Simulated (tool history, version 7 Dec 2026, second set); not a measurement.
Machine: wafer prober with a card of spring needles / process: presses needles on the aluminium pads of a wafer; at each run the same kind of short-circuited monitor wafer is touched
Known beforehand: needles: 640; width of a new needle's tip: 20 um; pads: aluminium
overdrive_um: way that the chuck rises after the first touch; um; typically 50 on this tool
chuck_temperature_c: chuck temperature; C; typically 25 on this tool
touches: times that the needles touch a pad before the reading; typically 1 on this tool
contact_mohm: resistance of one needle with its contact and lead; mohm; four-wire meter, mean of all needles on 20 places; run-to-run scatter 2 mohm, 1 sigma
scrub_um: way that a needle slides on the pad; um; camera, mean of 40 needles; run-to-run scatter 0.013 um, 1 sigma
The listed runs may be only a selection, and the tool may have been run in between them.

| run | day | overdrive_um | chuck_temperature_c | touches | contact_mohm | scrub_um |
|---|---|---|---|---|---|---|
| 1 | 0 | 50 | 25 | 1 | 276 | 11.44 |
|  | 0.275 | tips cleaned on abrasive film |
|  | 0.817 | tips cleaned on abrasive film |
|  | 1.358 | tips cleaned on abrasive film |
|  | 2.033 | tips cleaned on abrasive film |
|  | 2.575 | tips cleaned on abrasive film |
|  | 3.254 | tips cleaned on abrasive film |
| 2 | 3.775 | 50 | 25 | 1 | 297 | 11.38 |
|  | 3.917 | tips cleaned on abrasive film |
|  | 4.592 | tips cleaned on abrasive film |
|  | 5.133 | tips cleaned on abrasive film |
|  | 5.279 | height of the first contact set anew |
|  | 5.688 | tips cleaned on abrasive film |
| 3 | 5.858 | 50 | 25 | 1 | 253 | 11.25 |
|  | 6.267 | tips cleaned on abrasive film |
|  | 6.808 | tips cleaned on abrasive film |
|  | 7.35 | tips cleaned on abrasive film |
|  | 8.029 | tips cleaned on abrasive film |
| 4 | 8.108 | 55 | 25 | 1 | 244 | 12.36 |
|  | 8.65 | tips cleaned on abrasive film |
|  | 9.192 | tips cleaned on abrasive film |
|  | 9.867 | tips cleaned on abrasive film |
|  | 10.412 | tips cleaned on abrasive film |
|  | 10.983 | tips cleaned on abrasive film |
| 5 | 10.983 | 55 | 25 | 1 | 225 | 12.24 |
|  | 11.662 | tips cleaned on abrasive film |
|  | 12.338 | tips cleaned on abrasive film |
| 6 | 12.875 | 50 | 25 | 2 | 277 | 11.05 |
|  | 13.012 | tips cleaned on abrasive film |
|  | 13.158 | height of the first contact set anew |
|  | 13.7 | tips cleaned on abrasive film |
|  | 14.246 | tips cleaned on abrasive film |
|  | 14.921 | tips cleaned on abrasive film |
|  | 15.596 | tips cleaned on abrasive film |
| 7 | 15.812 | 50 | 25 | 2 | 248 | 11.46 |
|  | 16.221 | tips cleaned on abrasive film |
|  | 16.762 | tips cleaned on abrasive film |
|  | 17.304 | tips cleaned on abrasive film |
|  | 17.979 | tips cleaned on abrasive film |
| 8 | 18.092 | 56 | 25 | 2 | 234 | 12.75 |
|  | 18.633 | tips cleaned on abrasive film |
|  | 19.308 | tips cleaned on abrasive film |
|  | 19.592 | height of the first contact set anew, once more |
|  | 19.862 | tips cleaned on abrasive film |
|  | 20.404 | tips cleaned on abrasive film |
|  | 21.083 | tips cleaned on abrasive film |
| 9 | 21.546 | 56 | 25 | 2 | 260 | 12.85 |
|  | 21.683 | tips cleaned on abrasive film |
|  | 22.225 | tips cleaned on abrasive film |
|  | 22.767 | tips cleaned on abrasive film |
|  | 23.446 | tips cleaned on abrasive film |
| 10 | 23.933 | 50 | 25 | 1 | 299 | 11.42 |
|  | 24.071 | tips cleaned on abrasive film |
|  | 24.746 | tips cleaned on abrasive film |
|  | 25.425 | tips cleaned on abrasive film |
|  | 26.067 | tips cleaned on abrasive film |
| 11 | 26.067 | 50 | 25 | 1 | 223 | 11.37 |
|  | 26.746 | tips cleaned on abrasive film |
|  | 27.288 | tips cleaned on abrasive film |
|  | 27.433 | height of the first contact set anew |
| 12 | 27.767 | 50 | 58 | 1 | 301 | 11.52 |
|  | 27.908 | tips cleaned on abrasive film |
|  | 28.583 | tips cleaned on abrasive film |
|  | 29.262 | tips cleaned on abrasive film |
|  | 29.938 | tips cleaned on abrasive film |
|  | 30.6 | tips cleaned on abrasive film |
| 13 | 30.6 | 45 | 105 | 1 | 248 | 10.3 |
|  | 31.142 | tips cleaned on abrasive film |
|  | 31.817 | tips cleaned on abrasive film |
|  | 32.458 | tips cleaned on abrasive film |
| 14 | 32.458 | 58 | 105 | 1 | 242 | 13.23 |
|  | 33 | tips cleaned on abrasive film |
|  | 33.679 | tips cleaned on abrasive film |
|  | 34.354 | tips cleaned on abrasive film |
|  | 34.896 | tips cleaned on abrasive film |
|  | 35.312 | height of the first contact set anew |
|  | 35.571 | tips cleaned on abrasive film |
| 15 | 35.571 | 58 | 103 | 2 | 242 | 13.36 |
|  | 36.25 | tips cleaned on abrasive film |
|  | 36.792 | tips cleaned on abrasive film |
|  | 37.467 | tips cleaned on abrasive film |
|  | 38.146 | tips cleaned on abrasive film |
|  | 38.688 | tips cleaned on abrasive film |
|  | 39.362 | tips cleaned on abrasive film |
| 16 | 39.45 | 58 | 103 | 2 | 253 | 13.26 |
|  | 39.992 | tips cleaned on abrasive film |
|  | 40.667 | tips cleaned on abrasive film |
|  | 41.346 | tips cleaned on abrasive film |
|  | 41.888 | tips cleaned on abrasive film |
|  | 42.429 | tips cleaned on abrasive film |
| 17 | 42.838 | 58 | 35 | 2 | 258 | 13.19 |
|  | 42.975 | tips cleaned on abrasive film |
|  | 43.125 | height of the first contact set anew |
|  | 43.529 | tips cleaned on abrasive film |
|  | 44.208 | tips cleaned on abrasive film |
| 18 | 44.583 | 50 | 109 | 1 | 299 | 11.49 |
|  | 44.858 | tips cleaned on abrasive film |
|  | 45.533 | tips cleaned on abrasive film |
|  | 46.212 | tips cleaned on abrasive film |
| 19 | 46.471 | 52 | 25 | 2 | 254 | 11.93 |
|  | 46.879 | tips cleaned on abrasive film |
|  | 47.421 | tips cleaned on abrasive film |
|  | 48.1 | tips cleaned on abrasive film |
|  | 48.642 | tips cleaned on abrasive film |
| 20 | 48.821 | 52 | 25 | 2 | 240 | 11.83 |
|  | 49.229 | tips cleaned on abrasive film |
|  | 49.771 | tips cleaned on abrasive film |
|  | 50.45 | tips cleaned on abrasive film |
|  | 50.992 | tips cleaned on abrasive film |
|  | 51.004 | height of the first contact set anew |
|  | 51.679 | tips cleaned on abrasive film |
| 21 | 51.921 | 52 | 25 | 2 | 252 | 11.99 |
|  | 52.329 | tips cleaned on abrasive film |
|  | 53.004 | tips cleaned on abrasive film |
|  | 53.675 | tips cleaned on abrasive film |
| 22 | 53.675 | 39 | 68 | 2 | 241 | 8.93 |
|  | 54.217 | tips cleaned on abrasive film |
|  | 54.896 | tips cleaned on abrasive film |
|  | 55.571 | tips cleaned on abrasive film |
|  | 56.112 | tips cleaned on abrasive film |
| 23 | 56.4 | 66 | 25 | 2 | 244 | 15.07 |
|  | 56.675 | tips cleaned on abrasive film |
|  | 57.217 | tips cleaned on abrasive film |
|  | 57.892 | tips cleaned on abrasive film |
|  | 58.438 | tips cleaned on abrasive film |
|  | 58.85 | height of the first contact set anew |
|  | 59.125 | tips cleaned on abrasive film |
| 24 | 59.529 | 37 | 25 | 1 | 353 | 8.51 |

Forecast each of these 3 alternatives for the next run:
|  | 59.675 | tips cleaned on abrasive film |
|  | 60.217 | tips cleaned on abrasive film |
|  | 60.892 | tips cleaned on abrasive film |
|  | 61.433 | tips cleaned on abrasive film |
|  | 62.112 | tips cleaned on abrasive film |
|  | 62.612 | card fitted with new needles |
| A | 63.108 | 37 | 92 | 1 | ? | ? |
|  | 59.675 | tips cleaned on abrasive film |
|  | 60.217 | tips cleaned on abrasive film |
|  | 60.892 | tips cleaned on abrasive film |
|  | 61.433 | tips cleaned on abrasive film |
|  | 62.112 | tips cleaned on abrasive film |
|  | 62.612 | card fitted with new needles |
| B | 63.108 | 41 | 93 | 1 | ? | ? |
|  | 59.675 | tips cleaned on abrasive film |
|  | 60.217 | tips cleaned on abrasive film |
|  | 60.892 | tips cleaned on abrasive film |
|  | 61.433 | tips cleaned on abrasive film |
|  | 62.112 | tips cleaned on abrasive film |
|  | 62.612 | card fitted with new needles |
| C | 63.108 | 32 | 25 | 1 | ? | ? |

| run | contact_mohm | scrub_um |
|---|---|---|
| A | 344 | 8.51 |
| B | 324 | 9.45 |
| C | 373 | 7.37 |
Without the tool's hidden state the same runs would have given:
| run | contact_mohm | scrub_um |
|---|---|---|
| A | 241 | 8.51 |
| B | 239 | 9.45 |
| C | 225 | 7.37 |
